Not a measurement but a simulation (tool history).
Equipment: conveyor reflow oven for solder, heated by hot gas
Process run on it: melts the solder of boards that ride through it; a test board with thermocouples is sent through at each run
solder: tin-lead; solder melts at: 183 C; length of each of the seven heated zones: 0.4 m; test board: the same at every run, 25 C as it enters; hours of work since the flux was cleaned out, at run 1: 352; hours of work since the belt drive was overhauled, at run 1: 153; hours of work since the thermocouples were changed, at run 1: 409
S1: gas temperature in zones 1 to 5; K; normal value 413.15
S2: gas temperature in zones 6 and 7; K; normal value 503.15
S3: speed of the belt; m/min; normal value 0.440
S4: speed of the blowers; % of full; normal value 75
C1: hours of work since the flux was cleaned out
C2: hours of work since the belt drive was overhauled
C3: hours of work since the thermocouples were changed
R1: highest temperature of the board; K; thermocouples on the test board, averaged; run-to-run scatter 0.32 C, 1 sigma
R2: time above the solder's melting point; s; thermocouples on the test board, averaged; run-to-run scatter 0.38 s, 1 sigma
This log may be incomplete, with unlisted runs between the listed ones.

Run 1, hour 0.0: usual settings; C1 352; C2 153; C3 409. Result: R1 491.75 K, R2 85.5 s.
At hour 49.6: flux residue cleaned out of gas plates and filters.
Run 2, hour 64.0: usual settings; C1 8; C2 188; C3 444. Result: R1 491.75 K, R2 85.9 s.
Run 3, hour 113.3: usual settings; C1 37; C2 217; C3 473. Result: R1 492.25 K, R2 85.9 s.
Run 4, hour 176.2: usual settings but S4 69 % of full; C1 74; C2 254; C3 510. Result: R1 490.85 K, R2 83.7 s.
Run 5, hour 203.8: usual settings but S4 69 % of full; C1 91; C2 270; C3 526. Result: R1 490.15 K, R2 84.1 s.
Run 6, hour 231.7: usual settings; C1 107; C2 286; C3 543. Result: R1 492.05 K, R2 85.7 s.
Run 7, hour 294.1: usual settings; C1 144; C2 323; C3 579. Result: R1 491.65 K, R2 85.3 s.
Run 8, hour 335.4: usual settings; C1 168; C2 347; C3 604. Result: R1 492.05 K, R2 85.1 s.
Run 9, hour 379.9: usual settings but S4 80 % of full; C1 194; C2 373; C3 630. Result: R1 492.95 K, R2 86.5 s.
Run 10, hour 409.4: usual settings but S1 398.15 K; C1 212; C2 391; C3 647. Result: R1 489.55 K, R2 76.6 s.
Run 11, hour 459.9: usual settings but S1 398.15 K; C1 241; C2 420; C3 677. Result: R1 489.15 K, R2 76.4 s.
Run 12, hour 488.8: usual settings but S1 398.15 K; C1 258; C2 437; C3 694. Result: R1 489.75 K, R2 77.2 s.
Run 13, hour 522.7: usual settings but S1 398.15 K; C1 278; C2 457; C3 714. Result: R1 489.55 K, R2 77.1 s.
At hour 566.0: thermocouples of zones 6 and 7 changed.
Run 14, hour 568.4: usual settings but S1 398.15 K; C1 304; C2 483; C3 1. Result: R1 489.15 K, R2 77.1 s.
Run 15, hour 629.1: usual settings; C1 340; C2 519; C3 37. Result: R1 491.25 K, R2 85.7 s.
Run 16, hour 669.2: usual settings; C1 363; C2 542; C3 61. Result: R1 491.95 K, R2 86.1 s.
At hour 703.1: flux residue cleaned out of gas plates and filters.
Run 17, hour 723.7: usual settings but S2 514.15 K, S3 0.455 m/min; C1 12; C2 571; C3 90. Result: R1 500.75 K, R2 90.0 s.
Run 18, hour 775.9: usual settings but S2 514.15 K, S3 0.455 m/min; C1 43; C2 602; C3 120. Result: R1 500.95 K, R2 90.8 s.
Run 19, hour 808.7: usual settings but S2 514.15 K, S3 0.473 m/min, S4 86 % of full; C1 62; C2 621; C3 140. Result: R1 502.75 K, R2 87.5 s.
Run 20, hour 859.8: usual settings but S1 423.15 K, S4 80 % of full; C1 92; C2 651; C3 170. Result: R1 493.75 K, R2 93.1 s.
Run 21, hour 903.7: usual settings but S2 495.15 K, S3 0.518 m/min, S4 63 % of full; C1 118; C2 677; C3 196. Result: R1 477.45 K, R2 53.9 s.
Run 22, hour 940.2: usual settings but S2 501.15 K, S3 0.359 m/min, S4 63 % of full; C1 139; C2 699; C3 217. Result: R1 492.75 K, R2 107.3 s.
Run 23, hour 969.3: usual settings but S3 0.475 m/min, S4 58 % of full; C1 157; C2 716; C3 234. Result: R1 485.85 K, R2 70.8 s.
Run 24, hour 1026.9: usual settings but S1 411.15 K, S4 51 % of full; C1 190; C2 750; C3 268. Result: R1 484.85 K, R2 75.5 s.
Run 25, hour 1066.2: usual settings but S1 402.15 K, S4 59 % of full; C1 213; C2 773; C3 291. Result: R1 486.15 K, R2 72.9 s.
Run 26, hour 1125.8: usual settings but S1 427.15 K, S2 499.15 K, S3 0.393 m/min, S4 59 % of full; C1 249; C2 808; C3 326. Result: R1 489.25 K, R2 102.6 s.
Run 27, hour 1187.3: usual settings but S1 407.15 K, S2 515.15 K, S3 0.394 m/min, S4 59 % of full; C1 285; C2 844; C3 362. Result: R1 501.65 K, R2 101.4 s.
Run 28, hour 1247.3: usual settings but S1 421.15 K, S2 501.15 K, S3 0.394 m/min, S4 59 % of full; C1 320; C2 879; C3 398. Result: R1 490.35 K, R2 98.7 s.
Run 29, hour 1299.2: usual settings but S1 421.15 K, S2 501.15 K, S3 0.394 m/min, S4 59 % of full; C1 350; C2 910; C3 428. Result: R1 490.45 K, R2 99.2 s.
At hour 1352.7: flux residue cleaned out of gas plates and filters.
Run 30, hour 1352.7: usual settings but S2 512.15 K, S3 0.362 m/min, S4 50 % of full; C1 0; C2 938; C3 457. Result: R1 499.65 K, R2 112.9 s.
At hour 1393.3: belt drive overhauled, speed set with a stopwatch.
Run 31, hour 1393.3: usual settings but S2 512.15 K, S3 0.362 m/min, S4 50 % of full; C1 22; C2 0; C3 478. Result: R1 499.55 K, R2 112.9 s.

For each entry between runs, how does the tool's hidden state at the last listed run before it compare with that at the first listed run after it?
From run 1 to run 2: flux residue cleaned out of gas plates and filters (hour 49.6)
  heat that the gas passes to the board, % of a clean oven's: 99.1 -> 99.9; true gas temperature in zones 6 and 7 over the reading, C: 0.05 -> 0.06
From run 13 to run 14: thermocouples of zones 6 and 7 changed (hour 566.0)
  true gas temperature in zones 6 and 7 over the reading, C: 0.1 -> 0
From run 16 to run 17: flux residue cleaned out of gas plates and filters (hour 703.1)
  heat that the gas passes to the board, % of a clean oven's: 99 -> 99.9
From run 29 to run 30: flux residue cleaned out of gas plates and filters (hour 1352.7)
  heat that the gas passes to the board, % of a clean oven's: 99.1 -> 100; true gas temperature in zones 6 and 7 over the reading, C: 0.06 -> 0.07
From run 30 to run 31: belt drive overhauled, speed set with a stopwatch (hour 1393.3)
  heat that the gas passes to the board, % of a clean oven's: 100 -> 99.9; belt's true speed, % of the reading: 99.96 -> 100

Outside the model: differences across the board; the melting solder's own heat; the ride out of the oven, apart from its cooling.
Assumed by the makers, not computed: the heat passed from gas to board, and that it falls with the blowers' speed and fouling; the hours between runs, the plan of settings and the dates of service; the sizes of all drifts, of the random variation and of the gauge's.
